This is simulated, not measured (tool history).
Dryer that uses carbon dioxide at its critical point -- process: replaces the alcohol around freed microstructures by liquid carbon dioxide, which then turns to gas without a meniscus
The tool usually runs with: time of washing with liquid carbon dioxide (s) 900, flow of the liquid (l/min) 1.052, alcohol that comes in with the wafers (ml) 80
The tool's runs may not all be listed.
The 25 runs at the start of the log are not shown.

| run | hour | time of washing with liquid carbon dioxide (s) | flow of the liquid (l/min) | alcohol that comes in with the wafers (ml) | alcohol left in the vessel before it's heated (ppm by volume) |
|---|---|---|---|---|---|
| 26 | 709.1 | 900 | 0.890 | 64 | 282 |
| 27 | 733.3 | 780 | 1.052 | 24 | 156 |
| 28 | 757.3 | 600 | 1.180 | 91 | 642 |
| 29 | 784.7 | 1320 | 1.052 | 96 | 112 |
| 30 | 811.8 | 780 | 1.180 | 80 | 224 |
| 31 | 834.4 | 780 | 1.180 | 80 | 236 |
| 32 | 866.2 | 780 | 1.180 | 62 | 219 |
| 33 | 886.9 | 660 | 0.790 | 80 | 1610 |
| 34 | 919.8 | 660 | 0.790 | 80 | 1613 |
| 35 | 957.7 | 600 | 1.010 | 22 | 366 |
| 36 | 989.9 | 1200 | 0.990 | 67 | 137 |
| 37 | 1021.1 | 900 | 1.680 | 53 | 114 |
| 38 | 1046.5 | 900 | 1.680 | 53 | 114 |
| 39 | 1086.4 | 660 | 0.720 | 46 | 1370 |
|  | 1101.0 | inlet filter changed |
| 40 | 1124.0 | 660 | 0.720 | 46 | 1125 |
| 41 | 1147.1 | 960 | 1.190 | 30 | 125 |
| 42 | 1166.0 | 780 | 1.190 | 48 | 179 |
| 43 | 1183.4 | 780 | 1.190 | 48 | 186 |
| 44 | 1206.6 | 900 | 1.052 | 29 | 143 |
|  | 1229.1 | purifier's bed changed |
| 45 | 1229.6 | 900 | 0.720 | 33 | 267 |
| 46 | 1246.7 | 840 | 1.550 | 22 | 7 |

Forecast each of these 5 alternatives for the next run:
| A | 1282.0 | 1380 | 1.550 | 34 | ? |
| B | 1282.0 | 900 | 1.052 | 46 | ? |
| C | 1282.0 | 840 | 1.550 | 24 | ? |
| D | 1282.0 | 840 | 1.730 | 80 | ? |
| E | 1282.0 | 540 | 1.550 | 22 | ? |

| run | alcohol left in the vessel before it's heated (ppm by volume) |
|---|---|
| A | 17 |
| B | 72 |
| C | 17 |
| D | 11 |
| E | 74 |
Stripped of hidden state, with their random variation kept, the same runs would have yielded:
| run | alcohol left in the vessel before it's heated (ppm by volume) |
|---|---|
| A | 14 |
| B | 60 |
| C | 14 |
| D | 7 |
| E | 63 |

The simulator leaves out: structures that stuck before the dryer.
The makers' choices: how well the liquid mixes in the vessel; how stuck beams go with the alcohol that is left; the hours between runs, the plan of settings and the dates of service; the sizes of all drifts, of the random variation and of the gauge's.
